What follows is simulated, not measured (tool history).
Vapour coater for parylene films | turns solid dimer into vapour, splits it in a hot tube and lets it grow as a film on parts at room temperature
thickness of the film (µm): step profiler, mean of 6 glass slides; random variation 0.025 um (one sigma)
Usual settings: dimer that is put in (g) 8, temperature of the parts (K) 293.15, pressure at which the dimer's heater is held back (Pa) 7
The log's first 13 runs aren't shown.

run    hour  dimer that is put in (g)  temperature of the parts (K)  pressure at which the dimer's heater is held back (Pa)  thickness of the film (µm)
      792.3  -- trap's valve overhauled
 14   824.3                         8                        293.15                                                       7                        2.52
 15   895.5                         8                        293.15                                                       7                        2.43
 16     928                         8                        293.15                                                       7                         2.4
 17   996.8                         8                        293.15                                                       7                        2.32
 18  1066.8                         8                        301.15                                                       7                        1.79
 19  1116.3                         7                        305.15                                                    3.56                        1.44
     1132.4  -- trap's valve overhauled
 20  1154.5                         8                        298.15                                                       7                        2.18
 21  1200.8                         8                        298.15                                                       7                        2.12
 22  1248.6                         8                        298.15                                                       7                        2.07
 23  1312.5                         8                        298.15                                                       7                        2.03
 24  1367.7                        13                        293.15                                                       7                        3.74
 25  1407.7                        13                        293.15                                                       7                        3.69
 26  1441.6                        13                        293.15                                                     9.1                        3.58
     1478.2  -- trap's valve overhauled
 27  1495.1                         4                        293.15                                                    7.84                        1.25
 28  1543.4                         4                        293.15                                                    7.84                        1.21
 29  1586.3                         4                        293.15                                                    7.84                        1.18
 30  1638.8                         7                        293.15                                                    7.73                        2.08
 31  1716.2                         7                        293.15                                                    7.73                        2.01
 32  1768.6                        13                        293.15                                                       7                        3.65

Forecast each of these 4 alternatives for the next run:
     1819.7  -- trap's valve overhauled
  A  1827.2                        13                        293.15                                                    7.06                           ?
     1819.7  -- trap's valve overhauled
  B  1827.2                         8                        291.15                                                     8.5                           ?
     1819.7  -- trap's valve overhauled
  C  1827.2                        12                        292.15                                                    5.64                           ?
     1819.7  -- trap's valve overhauled
  D  1827.2                        10                        295.15                                                       7                           ?

run  thickness of the film (µm)
  A                        4.06
  B                        2.62
  C                        3.92
  D                        2.91
Without the tool's hidden state the same runs would have given:
run  thickness of the film (µm)
  A                        4.15
  B                        2.67
  C                           4
  D                        2.97

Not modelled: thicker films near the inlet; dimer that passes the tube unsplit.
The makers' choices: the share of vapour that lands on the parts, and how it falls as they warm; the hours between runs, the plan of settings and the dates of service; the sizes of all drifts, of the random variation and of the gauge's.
